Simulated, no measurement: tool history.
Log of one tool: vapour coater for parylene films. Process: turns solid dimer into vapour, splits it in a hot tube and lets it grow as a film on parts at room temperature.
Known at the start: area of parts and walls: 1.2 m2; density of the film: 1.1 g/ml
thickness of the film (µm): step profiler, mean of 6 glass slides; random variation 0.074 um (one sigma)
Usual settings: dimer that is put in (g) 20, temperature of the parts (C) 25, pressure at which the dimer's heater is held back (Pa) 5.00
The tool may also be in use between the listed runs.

run	hour	dimer that is put in (g)	temperature of the parts (C)	pressure at which the dimer's heater is held back (Pa)	thickness of the film (µm)
1	0.0	20	25	5.00	11.15
2	31.3	20	25	5.00	11.13
3	46.3	20	25	5.00	11.25
4	59.5	20	25	5.00	11.29
5	78.1	10	25	5.00	5.62
6	109.0	30	25	5.00	16.62
7	123.5	30	25	5.00	16.86
8	136.5	30	25	5.00	17.03
9	164.0	20	25	5.00	11.12
10	185.0	20	25	5.00	11.23
11	197.7	14	25	5.00	7.88
12	217.9	14	25	5.00	7.92
13	238.1	14	25	5.00	7.85
14	257.9	14	30	5.00	6.63
15	277.5	14	37	5.00	5.22
16	306.6	14	37	5.00	5.20
17	328.8	14	37	5.00	5.21
18	358.1	14	37	5.00	5.23
19	374.8	20	25	5.00	11.18
20	390.2	20	24	5.00	11.59
21	421.0	14	19	5.00	9.59
22	439.6	20	22	6.73	11.78
23	460.2	20	22	6.73	11.59
# hour 475.9: trap's valve overhauled
24	490.7	20	22	6.73	11.64
25	503.6	20	22	6.73	11.72
26	529.3	16	25	5.00	9.01
27	560.2	15	19	2.12	10.96
28	574.7	23	18	3.95	17.03
29	601.5	12	18	8.26	7.74
30	630.5	10	19	3.59	7.36
31	658.3	22	25	3.76	13.08
32	686.4	17	34	6.73	6.54
33	706.4	17	34	6.73	6.55
34	724.4	20	33	4.06	8.99
35	743.5	26	27	5.20	13.45
36	759.4	19	18	5.00	13.52
37	771.9	26	30	5.00	12.23
38	795.8	19	29	6.96	8.68
39	814.4	12	25	5.00	6.83

Forecast each of these 4 alternatives for the next run:
A	837.9	26	34	5.03	?
B	837.9	33	20	8.65	?
C	837.9	13	25	5.00	?
D	837.9	18	25	5.00	?

run	thickness of the film (µm)
A	10.72
B	19.50
C	7.29
D	9.99
Without the tool's hidden state the same runs would have given:
run	thickness of the film (µm)
A	10.72
B	19.50
C	7.29
D	9.99
